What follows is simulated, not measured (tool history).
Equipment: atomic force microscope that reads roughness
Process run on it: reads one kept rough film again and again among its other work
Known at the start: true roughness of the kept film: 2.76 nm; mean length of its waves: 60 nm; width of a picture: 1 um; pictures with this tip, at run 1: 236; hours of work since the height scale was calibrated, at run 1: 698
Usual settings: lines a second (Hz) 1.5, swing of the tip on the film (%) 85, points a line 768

| run | day | lines a second (Hz) | swing of the tip on the film (%) | points a line | pictures with this tip | hours of work since the height scale was calibrated | roughness of the kept film (nm (root mean square)) |
|---|---|---|---|---|---|---|---|
| 1 | 0 | 1.5 | 85 | 768 | 236 | 698 | 2.221 |
|  | 1.021 | new tip fitted |
| 2 | 1.096 | 3.37 | 85 | 768 | 1 | 709 | 1.877 |
| 3 | 2.446 | 3.37 | 85 | 768 | 32 | 722 | 1.882 |
| 4 | 4.333 | 1.5 | 85 | 768 | 75 | 740 | 2.248 |
| 5 | 5.238 | 1.5 | 70 | 768 | 95 | 749 | 2.448 |
| 6 | 6.779 | 1.5 | 70 | 768 | 130 | 764 | 2.456 |
| 7 | 8.042 | 1.5 | 70 | 768 | 158 | 776 | 2.452 |
| 8 | 9.479 | 1.5 | 70 | 768 | 191 | 790 | 2.452 |
| 9 | 11.012 | 1.5 | 85 | 768 | 225 | 805 | 2.23 |
|  | 12.488 | new tip fitted |
| 10 | 12.967 | 1.5 | 85 | 768 | 11 | 824 | 2.276 |
| 11 | 13.888 | 1.5 | 85 | 768 | 32 | 833 | 2.26 |
|  | 14.033 | height scale calibrated on a step standard |
| 12 | 15.279 | 1.09 | 57 | 380 | 62 | 12 | 2.609 |
| 13 | 16.533 | 2.35 | 61 | 562 | 90 | 24 | 2.479 |
| 14 | 18.062 | 0.89 | 59 | 279 | 125 | 39 | 2.587 |
| 15 | 18.946 | 0.89 | 74 | 279 | 145 | 48 | 2.496 |
|  | 19.342 | height scale calibrated on a step standard, once more |
| 16 | 20.225 | 1.5 | 68 | 768 | 173 | 9 | 2.471 |
| 17 | 21.321 | 1.5 | 68 | 768 | 198 | 19 | 2.486 |
| 18 | 22.588 | 0.54 | 80 | 365 | 226 | 32 | 2.537 |
| 19 | 23.912 | 0.54 | 80 | 365 | 256 | 44 | 2.53 |
|  | 24.083 | new tip fitted |
| 20 | 25.458 | 1.5 | 79 | 575 | 32 | 59 | 2.366 |
| 21 | 27.271 | 1.5 | 79 | 575 | 72 | 77 | 2.362 |

Below are 4 alternative next runs, each starting from the tool's condition after run 21. Predict each:
| A | 28.85 | 1.5 | 85 | 368 | 108 | 92 | ? |
| B | 28.85 | 1.5 | 77 | 768 | 108 | 92 | ? |
| C | 28.85 | 1.6 | 63 | 271 | 108 | 92 | ? |
| D | 28.85 | 2.06 | 83 | 842 | 108 | 92 | ? |

| run | roughness of the kept film (nm (root mean square)) |
|---|---|
| A | 2.258 |
| B | 2.383 |
| C | 2.522 |
| D | 2.162 |
What these runs would have given with no unlogged condition in the tool:
| run | roughness of the kept film (nm (root mean square)) |
|---|---|
| A | 2.277 |
| B | 2.403 |
| C | 2.543 |
| D | 2.18 |
